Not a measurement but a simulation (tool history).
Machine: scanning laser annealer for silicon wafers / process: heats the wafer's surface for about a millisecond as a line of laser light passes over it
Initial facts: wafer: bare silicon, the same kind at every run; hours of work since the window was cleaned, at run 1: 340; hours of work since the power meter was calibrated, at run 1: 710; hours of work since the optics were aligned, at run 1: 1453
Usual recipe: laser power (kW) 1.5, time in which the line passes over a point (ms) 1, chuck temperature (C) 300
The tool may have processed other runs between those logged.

run	hour	laser power (kW)	time in which the line passes over a point (ms)	chuck temperature (C)	hours of work since the window was cleaned	hours of work since the power meter was calibrated	hours of work since the optics were aligned	highest temperature of the surface (C)
1	0	1.5	1	300	340	710	1453	1092
2	18.1	1.5	1	300	353	723	1467	1090
3	34.5	1.5	1	300	366	736	1480	1088
4	65.2	1.5	1	300	389	759	1503	1086
5	81.6	1.5	1	300	402	772	1516	1089
6	117.4	1.346	1	300	429	799	1543	1016
7	139.2	1.378	1	300	446	816	1560	1027
8	171.9	1.5	1	337	471	841	1585	1122
9	200.1	1.5	1	300	493	863	1606	1084
10	226.6	1.5	1	300	513	883	1627	1081
11	260.7	1.47	1.04	286	539	909	1653	1066
12	279.3	1.5	0.85	300	553	923	1667	1009
13	295.6	1.314	0.82	334	566	936	1679	947
14	317.8	1.544	1	300	583	953	1696	1098
15	333.1	1.307	1.18	286	594	964	1708	1039
16	366.2	1.307	1.18	286	620	990	1733	1037
17	389.8	1.503	0.96	296	638	1008	1752	1053
18	424.9	1.383	0.77	300	665	1035	1778	916
# hour 434.1: optics aligned, line set to its width
19	454.4	1.383	0.77	300	683	1053	16	922

Take each entry between the runs: how does the hidden state at the last listed run before it differ from the hidden state at the first listed run after it?
From run 18 to run 19: optics aligned, line set to its width (hour 434.1)
  light that passes the window, % of a clean one's: 94.92 -> 94.77; laser's true power over the reading, %: 0.32 -> 0.33; width of the line over the set one, %: 2.6 -> 0.26
  what was measured, less what the result would be without the hidden state, highest temperature of the surface (C): -34 -> -30
